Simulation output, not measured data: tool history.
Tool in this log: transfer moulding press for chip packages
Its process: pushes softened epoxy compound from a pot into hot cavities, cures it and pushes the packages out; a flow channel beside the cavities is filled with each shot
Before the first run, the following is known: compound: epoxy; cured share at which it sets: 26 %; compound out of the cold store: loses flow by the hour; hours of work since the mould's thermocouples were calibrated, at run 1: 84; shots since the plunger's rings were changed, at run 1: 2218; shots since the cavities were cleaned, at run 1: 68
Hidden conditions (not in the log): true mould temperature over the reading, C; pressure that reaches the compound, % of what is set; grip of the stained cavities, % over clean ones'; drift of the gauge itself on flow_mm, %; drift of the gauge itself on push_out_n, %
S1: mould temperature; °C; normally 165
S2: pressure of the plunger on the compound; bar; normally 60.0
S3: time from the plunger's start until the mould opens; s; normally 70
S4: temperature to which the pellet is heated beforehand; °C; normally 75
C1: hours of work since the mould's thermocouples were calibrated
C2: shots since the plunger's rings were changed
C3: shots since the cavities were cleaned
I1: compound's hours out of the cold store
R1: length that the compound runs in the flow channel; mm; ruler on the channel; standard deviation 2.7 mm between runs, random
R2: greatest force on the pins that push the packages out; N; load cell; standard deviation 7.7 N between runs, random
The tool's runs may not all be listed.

| run | day | S1 | S2 | S3 | S4 | C1 | C2 | C3 | I1 | R1 | R2 |
|---|---|---|---|---|---|---|---|---|---|---|---|
| 1 | 0.000 | 165 | 60.0 | 70 | 75 | 84 | 2218 | 68 | 47.4 | 827 | 306 |
| 2 | 0.717 | 165 | 60.0 | 70 | 75 | 97 | 2510 | 360 | 36.4 | 866 | 312 |
| 3 | 1.479 | 165 | 60.0 | 98 | 75 | 112 | 2823 | 673 | 44.9 | 834 | 223 |
|  | 1.917 | cavities cleaned with cleaning compound and waxed |
| 4 | 2.483 | 165 | 60.0 | 70 | 83 | 129 | 3207 | 231 | 27.3 | 902 | 319 |
| 5 | 3.079 | 165 | 60.0 | 70 | 83 | 141 | 3451 | 475 | 45.1 | 828 | 308 |
| 6 | 3.896 | 165 | 60.0 | 70 | 83 | 156 | 3784 | 808 | 23.5 | 921 | 328 |
|  | 4.012 | cavities cleaned with cleaning compound and waxed |
| 7 | 4.562 | 165 | 60.0 | 70 | 83 | 167 | 4029 | 224 | 13.5 | 965 | 338 |
| 8 | 4.962 | 165 | 60.0 | 70 | 71 | 175 | 4194 | 389 | 18.4 | 941 | 352 |
| 9 | 5.462 | 165 | 60.0 | 70 | 71 | 184 | 4398 | 593 | 18.6 | 937 | 352 |
|  | 6.133 | cavities cleaned with cleaning compound and waxed |
| 10 | 6.296 | 165 | 60.0 | 70 | 78 | 199 | 4713 | 67 | 38.8 | 852 | 305 |
| 11 | 6.888 | 165 | 60.0 | 70 | 78 | 210 | 4954 | 308 | 10.4 | 979 | 348 |
| 12 | 7.562 | 165 | 60.0 | 70 | 78 | 223 | 5229 | 583 | 16.4 | 949 | 331 |
| 13 | 8.075 | 165 | 54.4 | 70 | 75 | 232 | 5439 | 793 | 25.3 | 871 | 340 |
|  | 8.196 | cavities cleaned with cleaning compound and waxed |
| 14 | 8.800 | 165 | 60.0 | 70 | 75 | 245 | 5709 | 246 | 16.6 | 954 | 349 |

What will run 15 give?
|  | 9.171 | plunger's sealing rings changed |
| 15 | 9.542 | 165 | 45.5 | 70 | 75 | 257 | 150 | 506 | 20.7 | ? | ? |

{"run 15": {"R1": 814, "R2": 341}}
With no hidden state in the tool, this same run would have given R1 814 mm, R2 337 N.
